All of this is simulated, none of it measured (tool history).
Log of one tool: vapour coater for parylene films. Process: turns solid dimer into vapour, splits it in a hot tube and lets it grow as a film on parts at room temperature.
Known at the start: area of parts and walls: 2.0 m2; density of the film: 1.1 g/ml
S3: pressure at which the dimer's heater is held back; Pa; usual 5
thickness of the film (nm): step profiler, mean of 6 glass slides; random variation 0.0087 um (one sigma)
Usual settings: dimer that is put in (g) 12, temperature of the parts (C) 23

run 1 hour=0 | dimer_that_is_put_in_(g)=12 temperature_of_the_parts_(C)=23 S3=5 | thickness_of_the_film_(nm)=2855
run 2 hour=34.2 | dimer_that_is_put_in_(g)=12 temperature_of_the_parts_(C)=23 S3=5 | thickness_of_the_film_(nm)=2844
run 3 hour=61.6 | dimer_that_is_put_in_(g)=12 temperature_of_the_parts_(C)=23 S3=5 | thickness_of_the_film_(nm)=2833
run 4 hour=91.6 | dimer_that_is_put_in_(g)=12 temperature_of_the_parts_(C)=23 S3=5 | thickness_of_the_film_(nm)=2851
run 5 hour=121.3 | dimer_that_is_put_in_(g)=12 temperature_of_the_parts_(C)=23 S3=5 | thickness_of_the_film_(nm)=2837
run 6 hour=153.2 | dimer_that_is_put_in_(g)=12 temperature_of_the_parts_(C)=23 S3=4.21 | thickness_of_the_film_(nm)=2882
-- hour=180.6 trap's valve overhauled
run 7 hour=181.3 | dimer_that_is_put_in_(g)=12 temperature_of_the_parts_(C)=23 S3=2.89 | thickness_of_the_film_(nm)=2987
run 8 hour=198.3 | dimer_that_is_put_in_(g)=12 temperature_of_the_parts_(C)=23 S3=2.89 | thickness_of_the_film_(nm)=2972
run 9 hour=214.7 | dimer_that_is_put_in_(g)=12 temperature_of_the_parts_(C)=23 S3=5 | thickness_of_the_film_(nm)=2840
run 10 hour=243 | dimer_that_is_put_in_(g)=12 temperature_of_the_parts_(C)=23 S3=6.89 | thickness_of_the_film_(nm)=2755
run 11 hour=267.9 | dimer_that_is_put_in_(g)=12 temperature_of_the_parts_(C)=23 S3=3.11 | thickness_of_the_film_(nm)=2966
run 12 hour=290.6 | dimer_that_is_put_in_(g)=12 temperature_of_the_parts_(C)=23 S3=3.11 | thickness_of_the_film_(nm)=2949
run 13 hour=325.4 | dimer_that_is_put_in_(g)=12 temperature_of_the_parts_(C)=23 S3=3.11 | thickness_of_the_film_(nm)=2947
run 14 hour=342.3 | dimer_that_is_put_in_(g)=12 temperature_of_the_parts_(C)=23 S3=3.11 | thickness_of_the_film_(nm)=2946
run 15 hour=358.3 | dimer_that_is_put_in_(g)=12 temperature_of_the_parts_(C)=23 S3=6.93 | thickness_of_the_film_(nm)=2724
run 16 hour=393.7 | dimer_that_is_put_in_(g)=6 temperature_of_the_parts_(C)=22 S3=3.87 | thickness_of_the_film_(nm)=1479
run 17 hour=419.7 | dimer_that_is_put_in_(g)=18 temperature_of_the_parts_(C)=18 S3=5 | thickness_of_the_film_(nm)=4811
run 18 hour=444.3 | dimer_that_is_put_in_(g)=18 temperature_of_the_parts_(C)=18 S3=5 | thickness_of_the_film_(nm)=4796
run 19 hour=477 | dimer_that_is_put_in_(g)=18 temperature_of_the_parts_(C)=18 S3=5 | thickness_of_the_film_(nm)=4807
run 20 hour=494.7 | dimer_that_is_put_in_(g)=11 temperature_of_the_parts_(C)=30 S3=2.01 | thickness_of_the_film_(nm)=2329
run 21 hour=523.8 | dimer_that_is_put_in_(g)=7 temperature_of_the_parts_(C)=23 S3=5 | thickness_of_the_film_(nm)=1626
run 22 hour=541.4 | dimer_that_is_put_in_(g)=12 temperature_of_the_parts_(C)=33 S3=4.3 | thickness_of_the_film_(nm)=2193
run 23 hour=574.1 | dimer_that_is_put_in_(g)=8 temperature_of_the_parts_(C)=20 S3=7.45 | thickness_of_the_film_(nm)=1948
run 24 hour=601.7 | dimer_that_is_put_in_(g)=11 temperature_of_the_parts_(C)=23 S3=6.38 | thickness_of_the_film_(nm)=2492
run 25 hour=637.1 | dimer_that_is_put_in_(g)=11 temperature_of_the_parts_(C)=23 S3=6.38 | thickness_of_the_film_(nm)=2519
run 26 hour=669.3 | dimer_that_is_put_in_(g)=11 temperature_of_the_parts_(C)=21 S3=6.38 | thickness_of_the_film_(nm)=2629
run 27 hour=685.9 | dimer_that_is_put_in_(g)=21 temperature_of_the_parts_(C)=19 S3=5.14 | thickness_of_the_film_(nm)=5393
run 28 hour=704.3 | dimer_that_is_put_in_(g)=12 temperature_of_the_parts_(C)=22 S3=5 | thickness_of_the_film_(nm)=2863
run 29 hour=720.2 | dimer_that_is_put_in_(g)=12 temperature_of_the_parts_(C)=30 S3=5 | thickness_of_the_film_(nm)=2333

5 ways to go on from here, each from the tool as it stands after run 29. What would each give?
run A hour=738.2 | dimer_that_is_put_in_(g)=19 temperature_of_the_parts_(C)=27 S3=5.39 | thickness_of_the_film_(nm)=?
run B hour=738.2 | dimer_that_is_put_in_(g)=12 temperature_of_the_parts_(C)=21 S3=5 | thickness_of_the_film_(nm)=?
run C hour=738.2 | dimer_that_is_put_in_(g)=12 temperature_of_the_parts_(C)=15 S3=5 | thickness_of_the_film_(nm)=?
run D hour=738.2 | dimer_that_is_put_in_(g)=12 temperature_of_the_parts_(C)=30 S3=5 | thickness_of_the_film_(nm)=?
run E hour=738.2 | dimer_that_is_put_in_(g)=9 temperature_of_the_parts_(C)=15 S3=8.44 | thickness_of_the_film_(nm)=?

run=A thickness_of_the_film_(nm)=3949
run=B thickness_of_the_film_(nm)=2949
run=C thickness_of_the_film_(nm)=3422
run=D thickness_of_the_film_(nm)=2323
run=E thickness_of_the_film_(nm)=2453
Without the tool's hidden state the same runs would have given:
run=A thickness_of_the_film_(nm)=4046
run=B thickness_of_the_film_(nm)=3021
run=C thickness_of_the_film_(nm)=3506
run=D thickness_of_the_film_(nm)=2380
run=E thickness_of_the_film_(nm)=2513
